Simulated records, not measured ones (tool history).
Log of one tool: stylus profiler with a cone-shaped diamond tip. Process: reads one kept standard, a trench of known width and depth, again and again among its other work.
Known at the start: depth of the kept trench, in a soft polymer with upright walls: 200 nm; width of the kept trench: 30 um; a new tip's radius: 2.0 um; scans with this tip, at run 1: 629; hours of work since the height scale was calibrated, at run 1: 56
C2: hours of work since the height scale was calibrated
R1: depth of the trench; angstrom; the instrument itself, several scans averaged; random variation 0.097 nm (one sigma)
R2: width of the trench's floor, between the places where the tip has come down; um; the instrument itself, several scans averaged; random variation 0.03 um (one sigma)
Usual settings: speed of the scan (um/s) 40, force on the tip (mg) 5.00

{"run": 1, "hour": 0.0, "speed of the scan (um/s)": 40, "force on the tip (mg)": 5.0, "scans with this tip": 629, "C2": 56, "R1": 2049.1, "R2": 28.04}
{"run": 2, "hour": 36.8, "speed of the scan (um/s)": 40, "force on the tip (mg)": 5.0, "scans with this tip": 873, "C2": 78, "R1": 2049.4, "R2": 28.02}
{"run": 3, "hour": 85.3, "speed of the scan (um/s)": 40, "force on the tip (mg)": 13.88, "scans with this tip": 1195, "C2": 107, "R1": 2096.3, "R2": 28.06}
{"run": 4, "hour": 128.4, "speed of the scan (um/s)": 40, "force on the tip (mg)": 5.0, "scans with this tip": 1481, "C2": 132, "R1": 2049.1, "R2": 27.99}
{"run": 5, "hour": 175.9, "speed of the scan (um/s)": 40, "force on the tip (mg)": 5.0, "scans with this tip": 1796, "C2": 160, "R1": 2050.9, "R2": 28.0}
{"run": 6, "hour": 215.3, "speed of the scan (um/s)": 40, "force on the tip (mg)": 3.79, "scans with this tip": 2057, "C2": 184, "R1": 2042.5, "R2": 27.9}
{"run": 7, "hour": 251.9, "speed of the scan (um/s)": 40, "force on the tip (mg)": 3.79, "scans with this tip": 2300, "C2": 205, "R1": 2043.5, "R2": 27.93}
{"run": 8, "hour": 291.0, "speed of the scan (um/s)": 40, "force on the tip (mg)": 3.79, "scans with this tip": 2559, "C2": 228, "R1": 2044.2, "R2": 27.92}
{"run": 9, "hour": 315.0, "speed of the scan (um/s)": 30, "force on the tip (mg)": 5.0, "scans with this tip": 2718, "C2": 242, "R1": 2048.1, "R2": 27.94}
{"run": 10, "hour": 369.5, "speed of the scan (um/s)": 13, "force on the tip (mg)": 5.0, "scans with this tip": 3079, "C2": 275, "R1": 2049.5, "R2": 28.0}
{"run": 11, "hour": 392.2, "speed of the scan (um/s)": 13, "force on the tip (mg)": 5.0, "scans with this tip": 3230, "C2": 288, "R1": 2050.6, "R2": 27.98}
{"run": 12, "hour": 426.3, "speed of the scan (um/s)": 13, "force on the tip (mg)": 5.0, "scans with this tip": 3456, "C2": 308, "R1": 2050.4, "R2": 28.01}
{"run": 13, "hour": 478.4, "speed of the scan (um/s)": 13, "force on the tip (mg)": 5.0, "scans with this tip": 3801, "C2": 339, "R1": 2051.0, "R2": 28.01}
{"run": 14, "hour": 534.3, "speed of the scan (um/s)": 13, "force on the tip (mg)": 5.0, "scans with this tip": 4172, "C2": 372, "R1": 2052.5, "R2": 27.93}
{"run": 15, "hour": 566.2, "speed of the scan (um/s)": 13, "force on the tip (mg)": 9.08, "scans with this tip": 4384, "C2": 391, "R1": 2073.4, "R2": 27.9}
{"run": 16, "hour": 589.8, "speed of the scan (um/s)": 13, "force on the tip (mg)": 9.08, "scans with this tip": 4540, "C2": 405, "R1": 2076.0, "R2": 27.9}
{"run": 17, "hour": 631.9, "speed of the scan (um/s)": 40, "force on the tip (mg)": 5.0, "scans with this tip": 4819, "C2": 430, "R1": 2053.2, "R2": 27.81}
{"run": 18, "hour": 667.5, "speed of the scan (um/s)": 40, "force on the tip (mg)": 11.14, "scans with this tip": 5055, "C2": 451, "R1": 2085.6, "R2": 27.85}
{"hour": 672.3, "done": "height scale calibrated on a step standard"}
{"run": 19, "hour": 697.1, "speed of the scan (um/s)": 40, "force on the tip (mg)": 12.06, "scans with this tip": 5248, "C2": 15, "R1": 2092.3, "R2": 27.78}
{"run": 20, "hour": 720.6, "speed of the scan (um/s)": 40, "force on the tip (mg)": 12.06, "scans with this tip": 5404, "C2": 29, "R1": 2093.1, "R2": 27.84}
{"run": 21, "hour": 765.6, "speed of the scan (um/s)": 40, "force on the tip (mg)": 12.06, "scans with this tip": 5702, "C2": 55, "R1": 2092.8, "R2": 27.79}
{"run": 22, "hour": 801.3, "speed of the scan (um/s)": 40, "force on the tip (mg)": 5.0, "scans with this tip": 5939, "C2": 76, "R1": 2055.6, "R2": 27.72}
{"hour": 810.3, "done": "height scale calibrated on a step standard, once more"}
{"run": 23, "hour": 836.7, "speed of the scan (um/s)": 40, "force on the tip (mg)": 5.0, "scans with this tip": 6170, "C2": 16, "R1": 2047.9, "R2": 27.73}
{"run": 24, "hour": 882.4, "speed of the scan (um/s)": 74, "force on the tip (mg)": 14.7, "scans with this tip": 6473, "C2": 43, "R1": 2096.9, "R2": 27.65}
{"run": 25, "hour": 927.8, "speed of the scan (um/s)": 42, "force on the tip (mg)": 9.91, "scans with this tip": 6774, "C2": 70, "R1": 2074.8, "R2": 27.73}
{"run": 26, "hour": 981.8, "speed of the scan (um/s)": 61, "force on the tip (mg)": 6.39, "scans with this tip": 7132, "C2": 101, "R1": 2055.2, "R2": 27.62}
{"run": 27, "hour": 1008.0, "speed of the scan (um/s)": 56, "force on the tip (mg)": 6.6, "scans with this tip": 7306, "C2": 117, "R1": 2057.5, "R2": 27.62}
{"run": 28, "hour": 1035.5, "speed of the scan (um/s)": 97, "force on the tip (mg)": 6.47, "scans with this tip": 7489, "C2": 133, "R1": 2054.7, "R2": 27.47}
{"run": 29, "hour": 1061.0, "speed of the scan (um/s)": 34, "force on the tip (mg)": 5.12, "scans with this tip": 7657, "C2": 148, "R1": 2047.9, "R2": 27.7}
{"run": 30, "hour": 1092.6, "speed of the scan (um/s)": 28, "force on the tip (mg)": 4.66, "scans with this tip": 7867, "C2": 167, "R1": 2046.4, "R2": 27.72}
{"run": 31, "hour": 1142.3, "speed of the scan (um/s)": 12, "force on the tip (mg)": 1.86, "scans with this tip": 8196, "C2": 196, "R1": 2025.3, "R2": 27.7}
{"run": 32, "hour": 1194.1, "speed of the scan (um/s)": 26, "force on the tip (mg)": 10.2, "scans with this tip": 8540, "C2": 227, "R1": 2076.9, "R2": 27.67}
{"run": 33, "hour": 1235.1, "speed of the scan (um/s)": 70, "force on the tip (mg)": 9.16, "scans with this tip": 8812, "C2": 251, "R1": 2072.5, "R2": 27.53}
{"run": 34, "hour": 1271.5, "speed of the scan (um/s)": 92, "force on the tip (mg)": 1.73, "scans with this tip": 9053, "C2": 273, "R1": 2024.5, "R2": 27.03}
{"run": 35, "hour": 1327.1, "speed of the scan (um/s)": 92, "force on the tip (mg)": 1.73, "scans with this tip": 9421, "C2": 306, "R1": 2024.6, "R2": 27.0}
{"run": 36, "hour": 1353.2, "speed of the scan (um/s)": 16, "force on the tip (mg)": 2.22, "scans with this tip": 9595, "C2": 321, "R1": 2031.2, "R2": 27.64}
{"run": 37, "hour": 1397.3, "speed of the scan (um/s)": 94, "force on the tip (mg)": 5.31, "scans with this tip": 9887, "C2": 347, "R1": 2050.4, "R2": 27.3}
{"run": 38, "hour": 1432.1, "speed of the scan (um/s)": 94, "force on the tip (mg)": 5.31, "scans with this tip": 10118, "C2": 368, "R1": 2052.2, "R2": 27.25}
{"run": 39, "hour": 1477.7, "speed of the scan (um/s)": 94, "force on the tip (mg)": 5.31, "scans with this tip": 10420, "C2": 395, "R1": 2053.1, "R2": 27.27}
{"run": 40, "hour": 1521.3, "speed of the scan (um/s)": 94, "force on the tip (mg)": 5.31, "scans with this tip": 10709, "C2": 421, "R1": 2051.6, "R2": 27.26}
{"run": 41, "hour": 1547.4, "speed of the scan (um/s)": 94, "force on the tip (mg)": 5.31, "scans with this tip": 10882, "C2": 436, "R1": 2051.5, "R2": 27.24}
{"run": 42, "hour": 1577.5, "speed of the scan (um/s)": 94, "force on the tip (mg)": 5.31, "scans with this tip": 11082, "C2": 454, "R1": 2052.1, "R2": 27.21}
{"run": 43, "hour": 1605.5, "speed of the scan (um/s)": 94, "force on the tip (mg)": 5.31, "scans with this tip": 11268, "C2": 470, "R1": 2050.8, "R2": 27.2}
{"run": 44, "hour": 1651.9, "speed of the scan (um/s)": 33, "force on the tip (mg)": 5.0, "scans with this tip": 11576, "C2": 498, "R1": 2050.0, "R2": 27.49}
{"run": 45, "hour": 1677.0, "speed of the scan (um/s)": 33, "force on the tip (mg)": 11.18, "scans with this tip": 11742, "C2": 513, "R1": 2084.8, "R2": 27.51}
{"run": 46, "hour": 1728.2, "speed of the scan (um/s)": 15, "force on the tip (mg)": 1.79, "scans with this tip": 12081, "C2": 543, "R1": 2027.3, "R2": 27.49}

Forecast each of these 4 alternatives for the next run:
{"run": "A", "hour": 1771.6, "speed of the scan (um/s)": 123, "force on the tip (mg)": 13.33, "scans with this tip": 12369, "C2": 569, "R1": "?", "R2": "?"}
{"run": "B", "hour": 1771.6, "speed of the scan (um/s)": 24, "force on the tip (mg)": 3.38, "scans with this tip": 12369, "C2": 569, "R1": "?", "R2": "?"}
{"run": "C", "hour": 1771.6, "speed of the scan (um/s)": 98, "force on the tip (mg)": 8.43, "scans with this tip": 12369, "C2": 569, "R1": "?", "R2": "?"}
{"run": "D", "hour": 1771.6, "speed of the scan (um/s)": 40, "force on the tip (mg)": 1.98, "scans with this tip": 12369, "C2": 569, "R1": "?", "R2": "?"}

run=A R1=2096.2 R2=27.26
run=B R1=2038.5 R2=27.47
run=C R1=2070.5 R2=27.24
run=D R1=2030.5 R2=27.32
Without the tool's hidden state the same runs would have given:
run=A R1=2092.2 R2=27.94
run=B R1=2034.6 R2=28.15
run=C R1=2066.6 R2=27.92
run=D R1=2026.7 R2=28.00
